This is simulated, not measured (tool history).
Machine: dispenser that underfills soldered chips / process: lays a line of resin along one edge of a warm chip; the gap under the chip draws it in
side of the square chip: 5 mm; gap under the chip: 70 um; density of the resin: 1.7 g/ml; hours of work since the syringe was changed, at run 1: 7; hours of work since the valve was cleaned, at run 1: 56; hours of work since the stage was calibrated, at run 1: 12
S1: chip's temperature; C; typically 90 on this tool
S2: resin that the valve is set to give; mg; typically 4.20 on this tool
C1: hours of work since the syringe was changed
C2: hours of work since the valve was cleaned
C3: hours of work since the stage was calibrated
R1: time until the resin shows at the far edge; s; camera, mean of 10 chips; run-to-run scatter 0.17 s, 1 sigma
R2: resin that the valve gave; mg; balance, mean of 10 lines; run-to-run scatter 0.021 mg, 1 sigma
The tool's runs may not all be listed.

run,hour,S1,S2,C1,C2,C3,R1,R2
1,0.0,90,4.20,7,56,12,5.9,4.03
# hour 5.0: new syringe of resin
2,6.7,90,4.20,1,61,16,4.8,4.01
3,15.3,96,4.20,7,67,22,4.7,4.03
# hour 19.9: new syringe of resin
4,27.2,96,4.20,5,76,31,4.4,4.00
# hour 34.1: new syringe of resin
5,38.3,96,4.20,3,83,39,4.4,4.02
# hour 48.4: dispensing valve cleaned and set on the balance
# hour 49.2: new syringe of resin
6,49.9,96,4.20,1,1,46,3.7,4.20
7,59.5,96,4.20,7,8,53,4.4,4.20
# hour 64.1: new syringe of resin
8,69.7,96,4.20,4,15,60,4.5,4.18
9,77.4,96,4.20,10,20,66,5.2,4.19
# hour 78.4: new syringe of resin
10,87.2,96,4.20,6,27,72,4.6,4.12
# hour 93.2: new syringe of resin
11,99.6,96,4.20,5,36,81,4.3,4.07
12,105.0,96,4.20,8,40,85,5.0,4.08
# hour 107.8: new syringe of resin
13,116.9,96,4.20,7,48,93,4.4,4.08
# hour 122.5: new syringe of resin
14,126.4,90,4.20,3,55,100,5.3,4.11
15,132.2,90,4.20,7,59,104,5.8,4.04
# hour 136.8: new syringe of resin
16,140.4,90,4.20,3,65,110,4.7,4.04
# hour 151.0: new syringe of resin
17,152.0,90,4.20,1,73,118,4.9,4.00
18,158.6,90,4.20,5,78,123,5.2,3.98
# hour 165.3: new syringe of resin
19,169.3,90,4.20,3,85,130,5.1,3.97
# hour 177.2: dispensing valve cleaned and set on the balance
# hour 180.7: new syringe of resin
20,181.2,102,4.18,0,3,138,2.8,4.18
21,186.6,102,4.18,4,7,142,3.6,4.15
# hour 195.8: new syringe of resin
22,198.8,95,4.18,2,15,150,3.8,4.08
23,204.3,95,4.18,6,19,154,4.5,4.08
# hour 210.2: new syringe of resin
24,214.8,77,4.28,3,26,161,8.4,4.21
25,221.0,77,4.28,8,31,166,10.3,4.20
# hour 224.5: new syringe of resin
26,227.7,85,4.20,2,35,170,5.9,4.11
27,235.6,96,3.69,8,41,176,5.2,3.60
# hour 239.7: new syringe of resin
28,244.9,88,4.44,4,48,183,5.4,4.26
29,252.9,84,3.75,9,53,188,8.1,3.64
# hour 254.3: new syringe of resin
30,260.8,94,4.60,5,59,194,4.4,4.44
31,267.3,97,4.43,9,64,199,4.9,4.26
# hour 269.3: new syringe of resin
32,277.7,97,4.43,6,71,206,4.3,4.21
# hour 284.3: new syringe of resin
33,285.4,94,4.33,1,76,211,3.8,4.10
34,290.6,86,4.66,5,80,215,5.9,4.46

Consider 4 possible next runs. They are alternatives, not a sequence: every one starts from the tool as it was left by run 34. What does each give?
A,297.9,94,4.58,10,85,220,?,?
B,297.9,98,4.62,10,85,220,?,?
C,297.9,86,3.63,10,85,220,?,?
D,297.9,80,4.20,10,85,220,?,?

run,R1,R2
A,5.1,4.31
B,4.2,4.35
C,7.5,3.41
D,9.4,3.94
What these runs would have given with no unlogged condition in the tool:
run,R1,R2
A,3.9,4.57
B,3.1,4.61
C,5.6,3.61
D,7.2,4.17

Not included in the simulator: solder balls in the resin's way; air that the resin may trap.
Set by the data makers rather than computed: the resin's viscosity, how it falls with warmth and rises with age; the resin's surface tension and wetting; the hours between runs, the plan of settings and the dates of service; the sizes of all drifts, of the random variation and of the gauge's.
